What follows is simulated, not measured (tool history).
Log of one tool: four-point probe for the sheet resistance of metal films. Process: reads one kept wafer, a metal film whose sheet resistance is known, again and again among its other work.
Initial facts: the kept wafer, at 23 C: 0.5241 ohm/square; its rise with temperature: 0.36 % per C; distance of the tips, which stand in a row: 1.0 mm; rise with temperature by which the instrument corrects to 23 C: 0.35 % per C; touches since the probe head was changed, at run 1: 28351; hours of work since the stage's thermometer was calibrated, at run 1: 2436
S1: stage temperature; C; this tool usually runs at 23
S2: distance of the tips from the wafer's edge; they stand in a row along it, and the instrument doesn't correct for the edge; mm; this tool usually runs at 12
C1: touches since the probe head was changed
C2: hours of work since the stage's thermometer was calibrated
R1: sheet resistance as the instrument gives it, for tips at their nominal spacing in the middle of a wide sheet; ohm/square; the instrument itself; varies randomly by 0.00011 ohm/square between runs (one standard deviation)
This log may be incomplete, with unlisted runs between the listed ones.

run,day,S1,S2,C1,C2,R1
1,0.000,23,12,28351,2436,0.526890
2,1.296,31,12,29052,2454,0.527116
3,2.183,23,16,29531,2466,0.526241
4,3.342,21,16,30159,2482,0.526182
5,4.517,21,16,30793,2498,0.526188
6,5.858,23,12,31520,2516,0.526953
7,6.438,23,23,31832,2524,0.525589
8,7.233,23,23,32264,2535,0.525698
9,7.896,23,23,32622,2544,0.525577
10,8.758,23,12,33088,2556,0.526969
11,9.662,23,14,33576,2568,0.526571
12,10.700,23,14,34138,2582,0.526560
13,11.312,23,8,34470,2591,0.529223
# day 11.458: stage's thermometer calibrated
14,12.438,23,8,35065,13,0.529623
15,13.588,23,8,35689,29,0.529478
16,14.708,23,8,36294,44,0.529593
17,16.033,27,8,37011,63,0.529776
18,17.238,27,8,37662,79,0.529759
# day 17.996: stage's thermometer calibrated, once more
19,18.092,20,12,38113,1,0.525957
20,18.954,23,12,38578,13,0.526316
21,19.800,29,4,39035,25,0.541219
22,20.600,23,6,39468,36,0.531735
23,21.600,23,14,40009,49,0.525623
24,22.546,23,14,40520,62,0.525571
25,23.404,23,14,40984,74,0.525419
26,24.233,23,14,41434,85,0.525589
27,24.867,34,3,41776,94,0.553903
28,25.762,33,22,42261,106,0.525021
29,26.858,33,22,42853,121,0.524877
30,27.717,33,22,43316,133,0.524803
31,28.296,35,5,43630,141,0.535454
32,29.075,27,57,44051,152,0.524170
33,29.979,23,6,44540,164,0.531941
34,31.229,25,22,45217,181,0.524676
35,32.367,21,23,45830,197,0.524385

Here are 4 independent what-if runs from the current tool condition. What would each one return?
A,33.596,31,35,46496,214,?
B,33.596,24,72,46496,214,?
C,33.596,20,73,46496,214,?
D,33.596,20,12,46496,214,?

run,R1
A,0.524445
B,0.524045
C,0.523856
D,0.525903
Take away the tool's hidden state, keep each run's random variation, and the runs would have read:
run,R1
A,0.524545
B,0.524148
C,0.523962
D,0.526009
